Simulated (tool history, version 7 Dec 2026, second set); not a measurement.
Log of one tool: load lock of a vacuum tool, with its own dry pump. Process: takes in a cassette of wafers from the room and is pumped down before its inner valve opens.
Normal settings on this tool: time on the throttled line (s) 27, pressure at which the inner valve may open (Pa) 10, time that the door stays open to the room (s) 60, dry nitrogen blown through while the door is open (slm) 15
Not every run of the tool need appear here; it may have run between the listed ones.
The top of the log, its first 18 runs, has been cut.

| run | hour | time on the throttled line (s) | pressure at which the inner valve may open (Pa) | time that the door stays open to the room (s) | dry nitrogen blown through while the door is open (slm) | hours that the pump has run since its overhaul | times that the door has closed on its seal | incoming humidity of the room's air, % | time from the closed door until the inner valve may open (s) | rise of the pressure with all valves shut (Pa/min) |
|---|---|---|---|---|---|---|---|---|---|---|
| 19 | 8741.5 | 42 | 17 | 84 | 15 | 2417 | 34356 | 43.2 | 81.0 | 0.235 |
| 20 | 9188.0 | 42 | 13 | 84 | 15 | 2864 | 35697 | 46.6 | 83.5 | 0.255 |
| 21 | 9872.4 | 42 | 13 | 84 | 15 | 3548 | 37751 | 41.0 | 84.8 | 0.270 |
| 22 | 10451.8 | 42 | 13 | 84 | 15 | 4128 | 39490 | 39.2 | 84.5 | 0.289 |
| 23 | 11115.5 | 32 | 13 | 60 | 15 | 4791 | 41483 | 43.3 | 78.7 | 0.307 |
| 24 | 11777.9 | 19 | 10 | 60 | 39 | 5454 | 43471 | 43.6 | 71.4 | 0.320 |
| 25 | 12136.6 | 21 | 10 | 93 | 5 | 5812 | 44548 | 44.9 | 71.1 | 0.358 |
| 26 | 12611.5 | 17 | 10 | 60 | 20 | 6287 | 45973 | 43.3 | 69.3 | 0.350 |
| 27 | 13120.9 | 17 | 10 | 60 | 20 | 6797 | 47502 | 45.2 | 69.4 | 0.373 |
| 28 | 13610.6 | 27 | 10 | 56 | 15 | 7286 | 48972 | 44.8 | 76.3 | 0.385 |
| 29 | 14257.3 | 27 | 10 | 56 | 15 | 7933 | 50914 | 51.6 | 77.9 | 0.423 |
| 30 | 14758.0 | 27 | 18 | 56 | 15 | 8434 | 52417 | 43.9 | 74.4 | 0.432 |
| 31 | 15180.0 | 27 | 18 | 80 | 15 | 8856 | 53684 | 45.1 | 74.9 | 0.460 |
| 32 | 15534.1 | 27 | 18 | 80 | 15 | 9210 | 54746 | 46.7 | 74.5 | 0.480 |
| 33 | 16173.5 | 27 | 18 | 80 | 15 | 9849 | 56666 | 45.9 | 74.8 | 0.502 |
| 34 | 16511.1 | 27 | 20 | 196 | 6 | 10187 | 57679 | 48.4 | 74.5 | 0.555 |
| 35 | 17029.9 | 27 | 10 | 60 | 39 | 10706 | 59236 | 45.6 | 79.1 | 0.503 |
| 36 | 17598.8 | 27 | 10 | 60 | 39 | 11275 | 60944 | 41.5 | 79.0 | 0.546 |

Here are 5 independent what-if runs from the current tool condition. What would each one return?
| A | 18000.2 | 27 | 13 | 49 | 42 | 11676 | 62149 | 45.8 | ? | ? |
| B | 18000.2 | 40 | 20 | 65 | 15 | 11676 | 62149 | 45.5 | ? | ? |
| C | 18000.2 | 47 | 10 | 39 | 34 | 11676 | 62149 | 46.3 | ? | ? |
| D | 18000.2 | 22 | 10 | 31 | 15 | 11676 | 62149 | 46.3 | ? | ? |
| E | 18000.2 | 33 | 10 | 60 | 39 | 11676 | 62149 | 48.1 | ? | ? |

| run | time from the closed door until the inner valve may open (s) | rise of the pressure with all valves shut (Pa/min) |
|---|---|---|
| A | 78.0 | 0.566 |
| B | 84.1 | 0.567 |
| C | 92.8 | 0.553 |
| D | 75.7 | 0.563 |
| E | 83.8 | 0.566 |
Without the tool's unlogged condition, the same runs would have read:
| run | time from the closed door until the inner valve may open (s) | rise of the pressure with all valves shut (Pa/min) |
|---|---|---|
| A | 72.4 | 0.024 |
| B | 79.2 | 0.031 |
| C | 87.6 | 0.018 |
| D | 69.8 | 0.022 |
| E | 78.1 | 0.020 |

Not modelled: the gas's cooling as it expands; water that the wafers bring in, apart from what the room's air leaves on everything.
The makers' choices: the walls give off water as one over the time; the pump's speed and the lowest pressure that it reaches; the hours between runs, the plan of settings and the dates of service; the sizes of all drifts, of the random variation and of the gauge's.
